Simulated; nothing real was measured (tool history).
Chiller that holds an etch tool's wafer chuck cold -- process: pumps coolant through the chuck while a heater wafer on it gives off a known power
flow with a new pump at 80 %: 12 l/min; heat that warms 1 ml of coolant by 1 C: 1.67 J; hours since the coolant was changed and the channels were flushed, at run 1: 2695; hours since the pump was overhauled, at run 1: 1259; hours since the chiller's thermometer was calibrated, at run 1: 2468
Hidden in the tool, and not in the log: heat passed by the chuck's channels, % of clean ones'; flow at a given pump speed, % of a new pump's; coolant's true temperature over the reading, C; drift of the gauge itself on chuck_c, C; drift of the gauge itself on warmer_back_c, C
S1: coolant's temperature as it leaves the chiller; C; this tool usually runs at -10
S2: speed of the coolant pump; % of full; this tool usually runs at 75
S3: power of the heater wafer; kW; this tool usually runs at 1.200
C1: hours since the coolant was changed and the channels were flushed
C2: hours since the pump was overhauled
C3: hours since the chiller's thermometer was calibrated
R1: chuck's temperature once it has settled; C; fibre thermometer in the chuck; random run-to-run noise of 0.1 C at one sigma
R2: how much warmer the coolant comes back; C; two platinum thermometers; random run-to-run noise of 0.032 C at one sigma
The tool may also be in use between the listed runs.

run    hour   S1  S2     S3    C1    C2    C3     R1    R2
  1     0.0  -10  75  1.200  2695  1259  2468   -1.5  3.85
  2    54.8  -10  75  1.200  2749  1314  2522   -1.3  3.84
  3    98.9  -10  75  1.200  2793  1358  2566   -1.5  3.89
  4   138.8  -10  75  1.200  2833  1398  2606   -1.7  3.81
  5   190.8   -1  75  1.200  2885  1450  2658    7.5  3.93
  6   266.3  -10  75  1.200  2961  1525  2734   -1.5  3.85
  7   344.8   -8  75  1.200  3039  1604  2812    0.6  3.88
  8   399.0   -8  75  1.200  3094  1658  2867    0.6  3.82
  9   449.2   -8  75  1.200  3144  1708  2917    0.6  3.91
 10   533.6   -8  75  1.200  3228  1793  3001    0.6  3.83
 11   611.7   -8  75  1.200  3306  1871  3079    0.6  3.88
 12   650.1  -10  75  0.736  3345  1909  3118   -4.7  2.38
 13   695.1  -10  75  1.397  3390  1954  3163   -0.1  4.47
 14   733.0  -10  75  1.200  3428  1992  3201   -1.4  3.92
 15   781.4  -10  75  1.200  3476  2041  3249   -1.4  3.92
 16   838.2  -10  75  1.200  3533  2097  3306   -1.4  3.83
 17   901.4   -3  70  0.684  3596  2161  3369    2.4  2.46
 18   955.8   -2  65  1.778  3650  2215  3423   12.2  6.73
 19  1015.1  -15  99  1.200  3710  2274  3483   -8.1  2.85
 20  1050.4  -13  70  0.924  3745  2310  3518   -5.9  3.26
 21  1102.3  -13  70  1.498  3797  2362  3570   -1.7  5.15
 22  1153.7  -13  84  0.783  3848  2413  3621   -8.1  2.21
 23  1192.3  -19  93  1.421  3887  2451  3660  -10.4  3.62
 24  1275.3  -19  93  1.421  3970  2534  3743  -10.4  3.59

Run 25 comes next. What will it give?
 25  1358.4  -10  75  1.732  4053  2618  3826   ?   ?

R1: 2.4 C
R2: 5.55 C
Minus the tool's unlogged condition, the same run would have read R1 2.4 C, R2 5.54 C.

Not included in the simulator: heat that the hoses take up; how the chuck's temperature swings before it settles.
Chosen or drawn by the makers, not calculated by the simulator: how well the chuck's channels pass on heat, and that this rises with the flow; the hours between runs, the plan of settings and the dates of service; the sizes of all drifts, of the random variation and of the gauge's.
